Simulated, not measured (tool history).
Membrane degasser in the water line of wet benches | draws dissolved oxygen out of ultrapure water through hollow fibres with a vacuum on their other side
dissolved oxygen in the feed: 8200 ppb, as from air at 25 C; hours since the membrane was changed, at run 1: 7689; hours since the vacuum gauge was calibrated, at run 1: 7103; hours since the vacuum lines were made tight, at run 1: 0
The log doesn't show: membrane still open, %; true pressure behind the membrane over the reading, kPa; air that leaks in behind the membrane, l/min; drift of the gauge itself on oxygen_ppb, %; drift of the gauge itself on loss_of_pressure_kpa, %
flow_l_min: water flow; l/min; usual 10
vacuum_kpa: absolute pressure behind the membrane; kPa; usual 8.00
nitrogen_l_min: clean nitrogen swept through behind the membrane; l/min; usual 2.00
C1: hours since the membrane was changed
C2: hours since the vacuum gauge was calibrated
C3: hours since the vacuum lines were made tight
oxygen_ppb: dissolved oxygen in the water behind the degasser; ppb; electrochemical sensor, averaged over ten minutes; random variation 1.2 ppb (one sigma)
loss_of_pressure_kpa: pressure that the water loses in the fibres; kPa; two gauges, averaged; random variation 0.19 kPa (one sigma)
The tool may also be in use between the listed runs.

Run 1, hour 0.0: usual settings; C1 7689; C2 7103; C3 0. Result: oxygen_ppb 126.8 ppb, loss_of_pressure_kpa 39.07 kPa.
Run 2, hour 228.9: usual settings; C1 7918; C2 7332; C3 229. Result: oxygen_ppb 126.6 ppb, loss_of_pressure_kpa 38.92 kPa.
Run 3, hour 374.8: usual settings; C1 8064; C2 7478; C3 375. Result: oxygen_ppb 126.6 ppb, loss_of_pressure_kpa 39.20 kPa.
Run 4, hour 537.4: usual settings but nitrogen_l_min 2.06 l/min; C1 8227; C2 7641; C3 537. Result: oxygen_ppb 124.5 ppb, loss_of_pressure_kpa 39.25 kPa.
Run 5, hour 804.5: usual settings but nitrogen_l_min 1.36 l/min; C1 8494; C2 7908; C3 805. Result: oxygen_ppb 157.3 ppb, loss_of_pressure_kpa 39.22 kPa.
At hour 950.3: vacuum gauge calibrated.
Run 6, hour 1053.2: usual settings but nitrogen_l_min 1.36 l/min; C1 8742; C2 103; C3 1053. Result: oxygen_ppb 153.3 ppb, loss_of_pressure_kpa 39.45 kPa.
Run 7, hour 1355.9: usual settings but nitrogen_l_min 1.36 l/min; C1 9045; C2 406; C3 1355. Result: oxygen_ppb 155.2 ppb, loss_of_pressure_kpa 39.29 kPa.
Run 8, hour 1611.6: usual settings but nitrogen_l_min 1.36 l/min; C1 9300; C2 661; C3 1611. Result: oxygen_ppb 154.9 ppb, loss_of_pressure_kpa 39.62 kPa.
Run 9, hour 1856.0: usual settings but nitrogen_l_min 1.36 l/min; C1 9545; C2 906; C3 1856. Result: oxygen_ppb 154.7 ppb, loss_of_pressure_kpa 39.26 kPa.
Run 10, hour 2158.8: usual settings but flow_l_min 12 l/min; C1 9848; C2 1208; C3 2158. Result: oxygen_ppb 162.2 ppb, loss_of_pressure_kpa 47.06 kPa.
Run 11, hour 2495.9: usual settings but flow_l_min 12 l/min; C1 10185; C2 1546; C3 2495. Result: oxygen_ppb 164.9 ppb, loss_of_pressure_kpa 47.72 kPa.
Run 12, hour 2654.9: usual settings; C1 10344; C2 1705; C3 2654. Result: oxygen_ppb 132.9 ppb, loss_of_pressure_kpa 39.62 kPa.
Run 13, hour 2975.3: usual settings; C1 10664; C2 2025; C3 2975. Result: oxygen_ppb 128.4 ppb, loss_of_pressure_kpa 39.47 kPa.
At hour 3074.9: vacuum gauge calibrated, once more.
Run 14, hour 3209.1: usual settings; C1 10897; C2 134; C3 3208. Result: oxygen_ppb 125.9 ppb, loss_of_pressure_kpa 39.51 kPa.
Run 15, hour 3435.7: usual settings; C1 11124; C2 361; C3 3435. Result: oxygen_ppb 129.6 ppb, loss_of_pressure_kpa 39.71 kPa.
Run 16, hour 3764.1: usual settings but vacuum_kpa 13.68 kPa; C1 11452; C2 689; C3 3763. Result: oxygen_ppb 198.0 ppb, loss_of_pressure_kpa 39.81 kPa.
Run 17, hour 3999.6: usual settings but flow_l_min 15 l/min, nitrogen_l_min 2.12 l/min; C1 11688; C2 925; C3 3999. Result: oxygen_ppb 216.4 ppb, loss_of_pressure_kpa 59.47 kPa.
Run 18, hour 4347.0: usual settings but vacuum_kpa 13.84 kPa, nitrogen_l_min 2.47 l/min; C1 12035; C2 1272; C3 4346. Result: oxygen_ppb 178.3 ppb, loss_of_pressure_kpa 39.78 kPa.
Run 19, hour 4499.1: usual settings but flow_l_min 9 l/min, vacuum_kpa 9.80 kPa, nitrogen_l_min 2.47 l/min; C1 12187; C2 1424; C3 4498. Result: oxygen_ppb 119.1 ppb, loss_of_pressure_kpa 35.54 kPa.
Run 20, hour 4732.8: usual settings but flow_l_min 9 l/min, vacuum_kpa 9.80 kPa, nitrogen_l_min 2.47 l/min; C1 12421; C2 1658; C3 4732. Result: oxygen_ppb 119.9 ppb, loss_of_pressure_kpa 35.87 kPa.
Run 21, hour 5018.7: usual settings but flow_l_min 9 l/min, vacuum_kpa 18.21 kPa, nitrogen_l_min 1.16 l/min; C1 12707; C2 1944; C3 5018. Result: oxygen_ppb 336.6 ppb, loss_of_pressure_kpa 35.58 kPa.
Run 22, hour 5188.0: usual settings but flow_l_min 9 l/min, vacuum_kpa 18.21 kPa, nitrogen_l_min 1.16 l/min; C1 12876; C2 2113; C3 5187. Result: oxygen_ppb 334.7 ppb, loss_of_pressure_kpa 35.44 kPa.
Run 23, hour 5508.2: usual settings but nitrogen_l_min 1.05 l/min; C1 13196; C2 2433; C3 5507. Result: oxygen_ppb 181.7 ppb, loss_of_pressure_kpa 40.04 kPa.
Run 24, hour 5785.3: usual settings but flow_l_min 8 l/min; C1 13474; C2 2710; C3 5784. Result: oxygen_ppb 96.4 ppb, loss_of_pressure_kpa 31.68 kPa.
Run 25, hour 6036.8: usual settings but flow_l_min 8 l/min; C1 13725; C2 2962; C3 6036. Result: oxygen_ppb 99.6 ppb, loss_of_pressure_kpa 31.66 kPa.
Run 26, hour 6357.5: usual settings; C1 14046; C2 3283; C3 6356. Result: oxygen_ppb 132.6 ppb, loss_of_pressure_kpa 39.70 kPa.
Run 27, hour 6529.1: usual settings but vacuum_kpa 5.83 kPa, nitrogen_l_min 1.18 l/min; C1 14217; C2 3454; C3 6528. Result: oxygen_ppb 129.4 ppb, loss_of_pressure_kpa 39.92 kPa.
Run 28, hour 6858.4: usual settings but flow_l_min 9 l/min, nitrogen_l_min 0.81 l/min; C1 14547; C2 3784; C3 6857. Result: oxygen_ppb 190.4 ppb, loss_of_pressure_kpa 35.51 kPa.
Run 29, hour 7208.0: usual settings but flow_l_min 9 l/min, nitrogen_l_min 0.81 l/min; C1 14896; C2 4133; C3 7207. Result: oxygen_ppb 188.7 ppb, loss_of_pressure_kpa 36.06 kPa.
Run 30, hour 7555.5: usual settings but flow_l_min 9 l/min, nitrogen_l_min 0.81 l/min; C1 15244; C2 4481; C3 7554. Result: oxygen_ppb 190.3 ppb, loss_of_pressure_kpa 35.69 kPa.
Run 31, hour 7848.9: usual settings but flow_l_min 6 l/min, nitrogen_l_min 0.91 l/min; C1 15537; C2 4774; C3 7848. Result: oxygen_ppb 112.3 ppb, loss_of_pressure_kpa 24.13 kPa.

Forecast each of these 5 alternatives for the next run:
Run A, hour 8027.1: usual settings but nitrogen_l_min 2.90 l/min; C1 15715; C2 4952; C3 8026. Result: oxygen_ppb ?, loss_of_pressure_kpa ?.
Run B, hour 8027.1: usual settings but flow_l_min 6 l/min, nitrogen_l_min 5.72 l/min; C1 15715; C2 4952; C3 8026. Result: oxygen_ppb ?, loss_of_pressure_kpa ?.
Run C, hour 8027.1: usual settings but flow_l_min 6 l/min, vacuum_kpa 11.92 kPa, nitrogen_l_min 1.79 l/min; C1 15715; C2 4952; C3 8026. Result: oxygen_ppb ?, loss_of_pressure_kpa ?.
Run D, hour 8027.1: usual settings but flow_l_min 13 l/min, vacuum_kpa 16.86 kPa, nitrogen_l_min 2.14 l/min; C1 15715; C2 4952; C3 8026. Result: oxygen_ppb ?, loss_of_pressure_kpa ?.
Run E, hour 8027.1: usual settings but flow_l_min 6 l/min, vacuum_kpa 6.03 kPa, nitrogen_l_min 4.49 l/min; C1 15715; C2 4952; C3 8026. Result: oxygen_ppb ?, loss_of_pressure_kpa ?.

run  oxygen_ppb  loss_of_pressure_kpa
  A       115.0                 39.98
  B        43.9                 24.19
  C       106.7                 23.79
  D       302.5                 51.99
  E        39.6                 23.62
Without the tool's hidden state the same runs would have given:
run  oxygen_ppb  loss_of_pressure_kpa
  A       100.9                 38.58
  B        37.1                 23.35
  C        95.2                 22.95
  D       280.1                 50.16
  E        33.1                 22.79
